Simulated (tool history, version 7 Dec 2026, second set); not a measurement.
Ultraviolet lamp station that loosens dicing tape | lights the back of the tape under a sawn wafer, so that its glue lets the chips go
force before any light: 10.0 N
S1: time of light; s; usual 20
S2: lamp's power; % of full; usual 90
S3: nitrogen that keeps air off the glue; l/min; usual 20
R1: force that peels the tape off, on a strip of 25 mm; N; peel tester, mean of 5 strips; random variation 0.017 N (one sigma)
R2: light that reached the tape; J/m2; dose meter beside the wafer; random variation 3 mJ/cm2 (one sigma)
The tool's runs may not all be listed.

{"run": 1, "hour": 0.0, "S1": 20, "S2": 90, "S3": 20, "R1": 1.244, "R2": 3470}
{"run": 2, "hour": 36.5, "S1": 20, "S2": 90, "S3": 20, "R1": 1.275, "R2": 3420}
{"run": 3, "hour": 83.4, "S1": 20, "S2": 90, "S3": 20, "R1": 1.303, "R2": 3360}
{"run": 4, "hour": 131.2, "S1": 20, "S2": 87, "S3": 20, "R1": 1.374, "R2": 3270}
{"hour": 158.4, "done": "window cleaned of glue's vapour"}
{"run": 5, "hour": 180.1, "S1": 20, "S2": 90, "S3": 20, "R1": 1.001, "R2": 3900}
{"run": 6, "hour": 251.7, "S1": 20, "S2": 90, "S3": 20, "R1": 1.011, "R2": 3800}
{"run": 7, "hour": 309.5, "S1": 20, "S2": 90, "S3": 20, "R1": 1.037, "R2": 3790}
{"run": 8, "hour": 375.5, "S1": 20, "S2": 90, "S3": 20, "R1": 1.078, "R2": 3730}
{"run": 9, "hour": 413.2, "S1": 20, "S2": 90, "S3": 20, "R1": 1.064, "R2": 3680}
{"run": 10, "hour": 455.6, "S1": 20, "S2": 90, "S3": 20, "R1": 1.068, "R2": 3700}
{"run": 11, "hour": 491.6, "S1": 20, "S2": 90, "S3": 20, "R1": 1.123, "R2": 3690}
{"run": 12, "hour": 555.8, "S1": 20, "S2": 90, "S3": 20, "R1": 1.116, "R2": 3620}
{"run": 13, "hour": 591.3, "S1": 20, "S2": 90, "S3": 6, "R1": 2.592, "R2": 3610}
{"run": 14, "hour": 640.8, "S1": 20, "S2": 68, "S3": 20, "R1": 1.971, "R2": 2710}
{"run": 15, "hour": 704.4, "S1": 20, "S2": 68, "S3": 20, "R1": 1.851, "R2": 2650}
{"run": 16, "hour": 759.5, "S1": 20, "S2": 68, "S3": 20, "R1": 1.936, "R2": 2670}
{"run": 17, "hour": 833.0, "S1": 20, "S2": 68, "S3": 20, "R1": 1.965, "R2": 2630}
{"run": 18, "hour": 880.7, "S1": 20, "S2": 68, "S3": 20, "R1": 2.028, "R2": 2610}
{"run": 19, "hour": 950.2, "S1": 20, "S2": 68, "S3": 20, "R1": 2.047, "R2": 2540}
{"run": 20, "hour": 998.4, "S1": 20, "S2": 68, "S3": 20, "R1": 2.087, "R2": 2550}
{"run": 21, "hour": 1062.9, "S1": 20, "S2": 77, "S3": 21, "R1": 1.674, "R2": 2920}
{"run": 22, "hour": 1116.9, "S1": 20, "S2": 77, "S3": 21, "R1": 1.705, "R2": 2780}
{"run": 23, "hour": 1159.2, "S1": 20, "S2": 77, "S3": 21, "R1": 1.739, "R2": 2820}
{"run": 24, "hour": 1204.3, "S1": 20, "S2": 77, "S3": 21, "R1": 1.773, "R2": 2770}
{"run": 25, "hour": 1240.2, "S1": 10, "S2": 68, "S3": 6, "R1": 6.234, "R2": 1230}
{"run": 26, "hour": 1292.5, "S1": 10, "S2": 87, "S3": 6, "R1": 5.595, "R2": 1560}
{"run": 27, "hour": 1326.6, "S1": 10, "S2": 87, "S3": 6, "R1": 5.514, "R2": 1560}
{"run": 28, "hour": 1397.2, "S1": 13, "S2": 61, "S3": 36, "R1": 3.403, "R2": 1410}
{"run": 29, "hour": 1437.8, "S1": 21, "S2": 75, "S3": 28, "R1": 1.47, "R2": 2780}
{"run": 30, "hour": 1488.4, "S1": 24, "S2": 75, "S3": 25, "R1": 1.271, "R2": 3090}
{"run": 31, "hour": 1540.8, "S1": 24, "S2": 75, "S3": 25, "R1": 1.294, "R2": 3030}
{"hour": 1584.1, "done": "window cleaned of glue's vapour"}
{"run": 32, "hour": 1615.3, "S1": 24, "S2": 75, "S3": 25, "R1": 0.996, "R2": 3490}
{"run": 33, "hour": 1657.7, "S1": 17, "S2": 69, "S3": 23, "R1": 2.288, "R2": 2250}
{"run": 34, "hour": 1720.7, "S1": 17, "S2": 69, "S3": 23, "R1": 2.26, "R2": 2180}
{"run": 35, "hour": 1768.7, "S1": 13, "S2": 76, "S3": 27, "R1": 2.779, "R2": 1880}
{"run": 36, "hour": 1842.8, "S1": 13, "S2": 76, "S3": 27, "R1": 2.699, "R2": 1870}
{"run": 37, "hour": 1898.5, "S1": 31, "S2": 67, "S3": 20, "R1": 0.993, "R2": 3820}
{"run": 38, "hour": 1968.0, "S1": 14, "S2": 95, "S3": 8, "R1": 3.683, "R2": 2410}
{"run": 39, "hour": 2013.9, "S1": 14, "S2": 95, "S3": 8, "R1": 3.666, "R2": 2410}
{"run": 40, "hour": 2060.8, "S1": 29, "S2": 75, "S3": 24, "R1": 0.835, "R2": 3910}

4 ways to go on from here, each from the tool as it stands after run 40. What would each give?
{"run": "A", "hour": 2092.6, "S1": 10, "S2": 77, "S3": 9, "R1": "?", "R2": "?"}
{"run": "B", "hour": 2092.6, "S1": 19, "S2": 87, "S3": 10, "R1": "?", "R2": "?"}
{"run": "C", "hour": 2092.6, "S1": 20, "S2": 90, "S3": 31, "R1": "?", "R2": "?"}
{"run": "D", "hour": 2092.6, "S1": 17, "S2": 75, "S3": 40, "R1": "?", "R2": "?"}

run=A R1=5.286 R2=1390
run=B R1=2.591 R2=2970
run=C R1=0.985 R2=3160
run=D R1=1.699 R2=2250
Without the tool's hidden state the same runs would have given:
run=A R1=4.264 R2=1880
run=B R1=1.647 R2=4020
run=C R1=0.526 R2=4300
run=D R1=0.970 R2=3050
